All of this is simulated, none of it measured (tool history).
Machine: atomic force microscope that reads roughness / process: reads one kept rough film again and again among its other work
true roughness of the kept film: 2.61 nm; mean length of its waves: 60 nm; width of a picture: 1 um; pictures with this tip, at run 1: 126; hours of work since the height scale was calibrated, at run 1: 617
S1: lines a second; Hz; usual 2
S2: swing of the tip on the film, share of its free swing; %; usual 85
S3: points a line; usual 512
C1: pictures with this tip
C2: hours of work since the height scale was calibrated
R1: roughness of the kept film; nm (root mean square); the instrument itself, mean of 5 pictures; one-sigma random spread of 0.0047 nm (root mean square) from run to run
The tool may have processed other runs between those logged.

| run | day | S1 | S2 | S3 | C1 | C2 | R1 |
|---|---|---|---|---|---|---|---|
| 1 | 0 | 2 | 85 | 512 | 126 | 617 | 2.029 |
|  | 0.154 | new tip fitted |
| 2 | 1.992 | 2 | 85 | 512 | 45 | 646 | 2.022 |
| 3 | 4.483 | 2 | 61 | 512 | 105 | 683 | 2.396 |
|  | 5.5 | new tip fitted |
| 4 | 6.204 | 2 | 61 | 512 | 17 | 707 | 2.401 |
| 5 | 8.017 | 2 | 61 | 512 | 61 | 734 | 2.408 |
| 6 | 9.458 | 2 | 82 | 512 | 96 | 755 | 2.09 |
|  | 10.8 | new tip fitted |
| 7 | 11.125 | 1.12 | 57 | 582 | 8 | 779 | 2.501 |
| 8 | 14.038 | 1.56 | 85 | 733 | 78 | 821 | 2.128 |
|  | 16.054 | new tip fitted |
| 9 | 17.079 | 0.73 | 63 | 367 | 25 | 866 | 2.499 |
| 10 | 18.962 | 2 | 78 | 512 | 70 | 893 | 2.158 |
|  | 21.342 | new tip fitted |
| 11 | 21.962 | 2.01 | 57 | 546 | 16 | 937 | 2.454 |

5 ways to go on from here, each from the tool as it stands after run 11. What would each give?
| A | 24.071 | 2.01 | 83 | 933 | 67 | 967 | ? |
| B | 24.071 | 2.01 | 85 | 546 | 67 | 967 | ? |
| C | 24.071 | 1.01 | 81 | 537 | 67 | 967 | ? |
| D | 24.071 | 2 | 85 | 592 | 67 | 967 | ? |
| E | 24.071 | 0.92 | 86 | 733 | 67 | 967 | ? |

| run | R1 |
|---|---|
| A | 2.068 |
| B | 2.021 |
| C | 2.315 |
| D | 2.032 |
| E | 2.272 |
Without the tool's unlogged condition, the same runs would have read:
| run | R1 |
|---|---|
| A | 2.066 |
| B | 2.019 |
| C | 2.313 |
| D | 2.03 |
| E | 2.27 |
